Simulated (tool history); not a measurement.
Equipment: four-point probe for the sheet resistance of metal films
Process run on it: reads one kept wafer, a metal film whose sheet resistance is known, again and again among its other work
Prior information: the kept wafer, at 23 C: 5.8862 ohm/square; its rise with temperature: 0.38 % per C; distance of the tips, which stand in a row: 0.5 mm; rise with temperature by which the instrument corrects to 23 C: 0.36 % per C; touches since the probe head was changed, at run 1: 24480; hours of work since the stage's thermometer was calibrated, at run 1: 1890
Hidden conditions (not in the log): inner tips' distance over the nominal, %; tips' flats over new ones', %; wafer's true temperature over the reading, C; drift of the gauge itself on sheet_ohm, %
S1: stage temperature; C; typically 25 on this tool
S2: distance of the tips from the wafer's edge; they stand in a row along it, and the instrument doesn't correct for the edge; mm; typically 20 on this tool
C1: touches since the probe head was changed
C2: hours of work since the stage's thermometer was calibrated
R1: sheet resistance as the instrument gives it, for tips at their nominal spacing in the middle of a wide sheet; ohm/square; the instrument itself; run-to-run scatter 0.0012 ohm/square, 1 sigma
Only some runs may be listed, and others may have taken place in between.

| run | hour | S1 | S2 | C1 | C2 | R1 |
|---|---|---|---|---|---|---|
| 1 | 0.0 | 25 | 20 | 24480 | 1890 | 5.875945 |
| 2 | 35.7 | 25 | 20 | 25528 | 1916 | 5.874655 |
| 3 | 77.0 | 25 | 20 | 26738 | 1947 | 5.873487 |
| 4 | 97.9 | 25 | 20 | 27351 | 1962 | 5.871682 |
| 5 | 147.0 | 25 | 20 | 28791 | 1999 | 5.871886 |
|  | 150.6 | stage's thermometer calibrated |
| 6 | 171.5 | 32 | 73 | 29495 | 15 | 5.881807 |
| 7 | 215.5 | 32 | 73 | 30786 | 48 | 5.881665 |
| 8 | 244.9 | 19 | 20 | 31649 | 70 | 5.870319 |
| 9 | 278.0 | 18 | 11 | 32620 | 94 | 5.873003 |
| 10 | 302.9 | 18 | 11 | 33351 | 113 | 5.872958 |

Each row is a separate what-if for the run after 10, all from the same tool condition, not one after another. Results?
| A | 353.1 | 18 | 41 | 34824 | 150 | ? |
| B | 353.1 | 18 | 7 | 34824 | 150 | ? |
| C | 353.1 | 26 | 12 | 34824 | 150 | ? |
| D | 353.1 | 29 | 15 | 34824 | 150 | ? |

| run | R1 |
|---|---|
| A | 5.863440 |
| B | 5.882934 |
| C | 5.880264 |
| D | 5.878374 |
Without the tool's hidden state the same runs would have given:
| run | R1 |
|---|---|
| A | 5.878580 |
| B | 5.898119 |
| C | 5.895794 |
| D | 5.894025 |
